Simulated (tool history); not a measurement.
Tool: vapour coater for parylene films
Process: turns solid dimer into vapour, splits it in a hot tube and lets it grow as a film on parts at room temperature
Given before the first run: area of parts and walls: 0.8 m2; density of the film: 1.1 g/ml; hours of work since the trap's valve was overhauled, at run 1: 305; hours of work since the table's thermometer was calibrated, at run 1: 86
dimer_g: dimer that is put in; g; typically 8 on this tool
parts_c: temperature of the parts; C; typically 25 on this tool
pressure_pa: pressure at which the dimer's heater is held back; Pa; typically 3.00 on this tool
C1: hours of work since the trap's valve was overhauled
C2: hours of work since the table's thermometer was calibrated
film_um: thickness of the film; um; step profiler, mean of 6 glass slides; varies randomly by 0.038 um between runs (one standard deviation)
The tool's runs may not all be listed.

Run 1, hour 0.0: usual settings; C1 305; C2 86. Result: film_um 4.49 um.
Run 2, hour 15.3: usual settings but parts_c 29 C; C1 317; C2 98. Result: film_um 3.84 um.
Run 3, hour 28.6: usual settings but pressure_pa 2.26 Pa; C1 328; C2 109. Result: film_um 4.48 um.
Run 4, hour 36.7: usual settings but pressure_pa 2.26 Pa; C1 334; C2 115. Result: film_um 4.47 um.
At hour 41.7: trap's valve overhauled.
Run 5, hour 50.6: usual settings but pressure_pa 2.26 Pa; C1 7; C2 123. Result: film_um 4.85 um.
Run 6, hour 65.8: usual settings; C1 19; C2 135. Result: film_um 4.87 um.
Run 7, hour 78.7: usual settings; C1 30; C2 146. Result: film_um 4.83 um.
Run 8, hour 86.1: usual settings but pressure_pa 2.57 Pa; C1 36; C2 151. Result: film_um 4.83 um.
Run 9, hour 101.0: usual settings; C1 47; C2 163. Result: film_um 4.77 um.
Run 10, hour 116.6: usual settings but pressure_pa 7.10 Pa; C1 60; C2 176. Result: film_um 4.54 um.
Run 11, hour 129.1: usual settings but pressure_pa 7.10 Pa; C1 70; C2 186. Result: film_um 4.43 um.
Run 12, hour 138.0: usual settings; C1 77; C2 193. Result: film_um 4.70 um.
Run 13, hour 147.2: usual settings; C1 84; C2 200. Result: film_um 4.69 um.
Run 14, hour 154.4: usual settings; C1 90; C2 206. Result: film_um 4.76 um.
Run 15, hour 167.6: usual settings; C1 101; C2 217. Result: film_um 4.69 um.
Run 16, hour 174.8: usual settings; C1 107; C2 222. Result: film_um 4.67 um.
Run 17, hour 185.2: usual settings; C1 115; C2 231. Result: film_um 4.67 um.
Run 18, hour 199.6: usual settings but parts_c 19 C; C1 126; C2 242. Result: film_um 5.81 um.
Run 19, hour 210.5: usual settings but parts_c 19 C; C1 135; C2 251. Result: film_um 5.81 um.
Run 20, hour 225.8: usual settings; C1 147; C2 263. Result: film_um 4.68 um.
Run 21, hour 237.6: usual settings; C1 157; C2 273. Result: film_um 4.62 um.
Run 22, hour 249.1: usual settings; C1 166; C2 282. Result: film_um 4.57 um.
Run 23, hour 260.5: usual settings but pressure_pa 6.55 Pa; C1 175; C2 291. Result: film_um 4.42 um.
Run 24, hour 269.4: usual settings but pressure_pa 6.55 Pa; C1 182; C2 298. Result: film_um 4.41 um.
Run 25, hour 281.4: usual settings but pressure_pa 6.55 Pa; C1 192; C2 308. Result: film_um 4.43 um.
Run 26, hour 288.2: usual settings but parts_c 17 C, pressure_pa 4.95 Pa; C1 197; C2 313. Result: film_um 5.90 um.
Run 27, hour 304.0: usual settings but parts_c 17 C, pressure_pa 4.95 Pa; C1 210; C2 326. Result: film_um 5.92 um.
Run 28, hour 310.5: usual settings but dimer_g 3 g, parts_c 21 C; C1 215; C2 331. Result: film_um 1.96 um.
Run 29, hour 324.0: usual settings but dimer_g 7 g, parts_c 33 C, pressure_pa 4.76 Pa; C1 226; C2 342. Result: film_um 2.94 um.
Run 30, hour 334.6: usual settings but dimer_g 6 g, pressure_pa 2.01 Pa; C1 234; C2 350. Result: film_um 3.45 um.
Run 31, hour 349.9: usual settings but dimer_g 4 g, pressure_pa 4.64 Pa; C1 247; C2 363. Result: film_um 2.22 um.
Run 32, hour 361.2: usual settings but dimer_g 7 g, parts_c 18 C, pressure_pa 11.81 Pa; C1 256; C2 372. Result: film_um 4.66 um.
Run 33, hour 368.5: usual settings but dimer_g 7 g, parts_c 18 C, pressure_pa 11.81 Pa; C1 262; C2 377. Result: film_um 4.65 um.
Run 34, hour 375.3: usual settings but dimer_g 4 g, parts_c 28 C, pressure_pa 8.91 Pa; C1 267; C2 383. Result: film_um 1.93 um.
Run 35, hour 382.6: usual settings but dimer_g 3 g, pressure_pa 2.06 Pa; C1 273; C2 389. Result: film_um 1.72 um.
Run 36, hour 389.3: usual settings but dimer_g 3 g, pressure_pa 2.06 Pa; C1 278; C2 394. Result: film_um 1.70 um.
Run 37, hour 401.8: usual settings but parts_c 26 C, pressure_pa 6.24 Pa; C1 288; C2 404. Result: film_um 4.12 um.
Run 38, hour 409.0: usual settings but parts_c 26 C, pressure_pa 6.24 Pa; C1 294; C2 410. Result: film_um 4.16 um.
Run 39, hour 421.7: usual settings but parts_c 26 C, pressure_pa 6.24 Pa; C1 304; C2 420. Result: film_um 4.12 um.

4 options for the next run, each taken on its own from the tool as it stands now. Forecast them:
Run A, hour 434.0: usual settings but dimer_g 12 g, parts_c 26 C, pressure_pa 7.28 Pa; C1 314; C2 430. Result: film_um ?.
Run B, hour 434.0: usual settings but parts_c 17 C, pressure_pa 6.24 Pa; C1 314; C2 430. Result: film_um ?.
Run C, hour 434.0: usual settings but parts_c 24 C, pressure_pa 6.13 Pa; C1 314; C2 430. Result: film_um ?.
Run D, hour 434.0: usual settings but dimer_g 5 g, parts_c 26 C, pressure_pa 6.24 Pa; C1 314; C2 430. Result: film_um ?.

run  film_um
  A     6.09
  B     5.69
  C     4.45
  D     2.53
With the hidden condition removed and each run's random variation left untouched, the same runs would have given:
run  film_um
  A     6.68
  B     6.24
  C     4.88
  D     2.78
